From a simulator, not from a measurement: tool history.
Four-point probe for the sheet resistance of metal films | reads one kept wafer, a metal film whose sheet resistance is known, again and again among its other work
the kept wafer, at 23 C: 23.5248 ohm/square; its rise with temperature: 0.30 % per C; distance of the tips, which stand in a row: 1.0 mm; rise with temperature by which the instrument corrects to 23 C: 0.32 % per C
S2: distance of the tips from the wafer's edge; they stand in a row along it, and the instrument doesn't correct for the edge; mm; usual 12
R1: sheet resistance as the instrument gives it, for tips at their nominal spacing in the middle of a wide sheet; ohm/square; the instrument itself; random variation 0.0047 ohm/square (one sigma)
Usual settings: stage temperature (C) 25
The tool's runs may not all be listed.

Run 1, hour 0: usual settings. Result: R1 23.762918 ohm/square.
Run 2, hour 10.6: usual settings. Result: R1 23.759886 ohm/square.
Run 3, hour 22.2: usual settings. Result: R1 23.772125 ohm/square.
Run 4, hour 42.2: usual settings. Result: R1 23.767214 ohm/square.
Run 5, hour 62.5: usual settings. Result: R1 23.770664 ohm/square.
Run 6, hour 79.6: usual settings. Result: R1 23.780715 ohm/square.
Run 7, hour 96.9: usual settings. Result: R1 23.776988 ohm/square.
Run 8, hour 114.5: usual settings. Result: R1 23.781827 ohm/square.
Run 9, hour 133.9: usual settings. Result: R1 23.783045 ohm/square.
Run 10, hour 154.8: usual settings. Result: R1 23.798539 ohm/square.
Run 11, hour 176.1: usual settings but stage temperature (C) 28. Result: R1 23.787009 ohm/square.
Run 12, hour 192.9: usual settings but stage temperature (C) 28. Result: R1 23.796036 ohm/square.
Run 13, hour 216.3: usual settings but stage temperature (C) 28. Result: R1 23.799064 ohm/square.
Run 14, hour 233.2: usual settings but stage temperature (C) 28. Result: R1 23.793069 ohm/square.
Run 15, hour 256.1: usual settings but stage temperature (C) 20. Result: R1 23.843491 ohm/square.
Run 16, hour 268: usual settings but S2 20 mm. Result: R1 23.766197 ohm/square.
Run 17, hour 284.1: usual settings. Result: R1 23.829874 ohm/square.
Run 18, hour 307: usual settings. Result: R1 23.840203 ohm/square.
Run 19, hour 322.2: usual settings. Result: R1 23.827798 ohm/square.
Run 20, hour 334.7: usual settings but stage temperature (C) 23. Result: R1 23.847035 ohm/square.
Run 21, hour 344.8: usual settings. Result: R1 23.835826 ohm/square.
At hour 355: new probe head fitted.
Run 22, hour 361.5: usual settings. Result: R1 23.694046 ohm/square.
Run 23, hour 380.7: usual settings but stage temperature (C) 22, S2 26 mm. Result: R1 23.647428 ohm/square.
Run 24, hour 390.6: usual settings but stage temperature (C) 21. Result: R1 23.718614 ohm/square.
Run 25, hour 404.5: usual settings but stage temperature (C) 26, S2 5 mm. Result: R1 24.111825 ohm/square.
Run 26, hour 425.4: usual settings but stage temperature (C) 21, S2 9 mm. Result: R1 23.798696 ohm/square.
Run 27, hour 437.6: usual settings but stage temperature (C) 21, S2 9 mm. Result: R1 23.795697 ohm/square.
Run 28, hour 460.4: usual settings but stage temperature (C) 21, S2 9 mm. Result: R1 23.813056 ohm/square.
Run 29, hour 479.4: usual settings but stage temperature (C) 26, S2 45 mm. Result: R1 23.636517 ohm/square.
Run 30, hour 492.1: usual settings but S2 42 mm. Result: R1 23.641745 ohm/square.
Run 31, hour 511.8: usual settings but S2 42 mm. Result: R1 23.650412 ohm/square.
Run 32, hour 534.8: usual settings but stage temperature (C) 21, S2 48 mm. Result: R1 23.667483 ohm/square.
Run 33, hour 545.4: usual settings but stage temperature (C) 24, S2 51 mm. Result: R1 23.659617 ohm/square.
Run 34, hour 556.8: usual settings but stage temperature (C) 24, S2 4 mm. Result: R1 24.41378 ohm/square.
Run 35, hour 575.2: usual settings but stage temperature (C) 24, S2 21 mm. Result: R1 23.687232 ohm/square.
Run 36, hour 587.3: usual settings but stage temperature (C) 24, S2 21 mm. Result: R1 23.692193 ohm/square.
Run 37, hour 603.6: usual settings but stage temperature (C) 19, S2 53 mm. Result: R1 23.689981 ohm/square.
Run 38, hour 622.5: usual settings but stage temperature (C) 22, S2 11 mm. Result: R1 23.782056 ohm/square.
Run 39, hour 636.4: usual settings but stage temperature (C) 21, S2 7 mm. Result: R1 23.9481 ohm/square.
Run 40, hour 646.5: usual settings but stage temperature (C) 32, S2 8 mm. Result: R1 23.833822 ohm/square.
Run 41, hour 665.4: usual settings but S2 9 mm. Result: R1 23.834027 ohm/square.
Run 42, hour 687.8: usual settings but stage temperature (C) 18, S2 30 mm. Result: R1 23.723908 ohm/square.
Run 43, hour 706.5: usual settings but stage temperature (C) 30, S2 4 mm. Result: R1 24.431191 ohm/square.
Run 44, hour 725.5: usual settings but stage temperature (C) 30, S2 4 mm. Result: R1 24.435089 ohm/square.

4 ways to go on from here, each from the tool as it stands after run 44. What would each give?
Run A, hour 736.2: usual settings but stage temperature (C) 21, S2 7 mm. Result: R1 ?.
Run B, hour 736.2: usual settings but stage temperature (C) 22, S2 48 mm. Result: R1 ?.
Run C, hour 736.2: usual settings but stage temperature (C) 21, S2 5 mm. Result: R1 ?.
Run D, hour 736.2: usual settings but stage temperature (C) 30, S2 51 mm. Result: R1 ?.

run         R1
  A  23.969852
  B   23.70855
  C  24.214042
  D  23.671062
Without the tool's hidden state the same runs would have given:
run         R1
  A  23.792281
  B  23.532871
  C  24.034786
  D  23.496287
